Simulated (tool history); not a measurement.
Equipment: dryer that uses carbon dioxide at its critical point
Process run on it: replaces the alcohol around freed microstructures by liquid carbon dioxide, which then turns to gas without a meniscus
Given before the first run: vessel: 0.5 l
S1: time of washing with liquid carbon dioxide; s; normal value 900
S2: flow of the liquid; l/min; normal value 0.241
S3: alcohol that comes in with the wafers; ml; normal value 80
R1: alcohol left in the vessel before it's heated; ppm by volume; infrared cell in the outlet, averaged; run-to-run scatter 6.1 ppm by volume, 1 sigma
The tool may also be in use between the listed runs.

run 1 day=0.000 | S1=900 S2=0.241 S3=80 | R1=423
run 2 day=0.288 | S1=900 S2=0.241 S3=80 | R1=455
run 3 day=0.588 | S1=900 S2=0.241 S3=80 | R1=447
run 4 day=0.808 | S1=900 S2=0.241 S3=80 | R1=442
run 5 day=1.088 | S1=900 S2=0.241 S3=80 | R1=465
run 6 day=1.338 | S1=900 S2=0.241 S3=80 | R1=456
run 7 day=1.712 | S1=900 S2=0.241 S3=80 | R1=455
run 8 day=2.058 | S1=900 S2=0.241 S3=80 | R1=480
run 9 day=2.408 | S1=900 S2=0.241 S3=80 | R1=474
run 10 day=2.604 | S1=900 S2=0.216 S3=80 | R1=874
run 11 day=2.846 | S1=900 S2=0.216 S3=80 | R1=911
run 12 day=3.129 | S1=1260 S2=0.241 S3=80 | R1=97
run 13 day=3.292 | S1=900 S2=0.241 S3=80 | R1=487
run 14 day=3.583 | S1=900 S2=0.241 S3=80 | R1=500
run 15 day=3.746 | S1=900 S2=0.241 S3=80 | R1=520
run 16 day=3.971 | S1=900 S2=0.241 S3=80 | R1=507
run 17 day=4.242 | S1=900 S2=0.241 S3=80 | R1=511
-- day=4.467 inlet filter changed
run 18 day=4.617 | S1=900 S2=0.241 S3=80 | R1=303
run 19 day=4.842 | S1=900 S2=0.350 S3=59 | R1=61
run 20 day=5.150 | S1=900 S2=0.350 S3=59 | R1=60
run 21 day=5.450 | S1=900 S2=0.151 S3=64 | R1=2688
run 22 day=5.779 | S1=900 S2=0.241 S3=23 | R1=133
run 23 day=5.942 | S1=840 S2=0.241 S3=80 | R1=464
run 24 day=6.275 | S1=840 S2=0.266 S3=41 | R1=160
run 25 day=6.617 | S1=1440 S2=0.241 S3=63 | R1=75
run 26 day=6.975 | S1=1440 S2=0.241 S3=23 | R1=67
run 27 day=7.367 | S1=1380 S2=0.241 S3=50 | R1=71
run 28 day=7.571 | S1=1140 S2=0.214 S3=27 | R1=106
run 29 day=7.808 | S1=1140 S2=0.214 S3=27 | R1=113
run 30 day=8.021 | S1=1140 S2=0.214 S3=27 | R1=107
run 31 day=8.304 | S1=1140 S2=0.217 S3=33 | R1=117
run 32 day=8.504 | S1=840 S2=0.269 S3=80 | R1=260
run 33 day=8.758 | S1=840 S2=0.269 S3=80 | R1=267
run 34 day=8.925 | S1=540 S2=0.391 S3=66 | R1=274
run 35 day=9.129 | S1=1200 S2=0.190 S3=23 | R1=127

Each row is a separate what-if for the run after 35, all from the same tool condition, not one after another. Results?
run A day=9.329 | S1=840 S2=0.165 S3=31 | R1=?
run B day=9.329 | S1=600 S2=0.216 S3=23 | R1=?
run C day=9.329 | S1=780 S2=0.161 S3=80 | R1=?
run D day=9.329 | S1=1080 S2=0.157 S3=78 | R1=?
run E day=9.329 | S1=1320 S2=0.190 S3=23 | R1=?

run=A R1=1278
run=B R1=1146
run=C R1=4728
run=D R1=1381
run=E R1=105
What these runs would have given with no unlogged condition in the tool:
run=A R1=1071
run=B R1=960
run=C R1=4161
run=D R1=1129
run=E R1=35
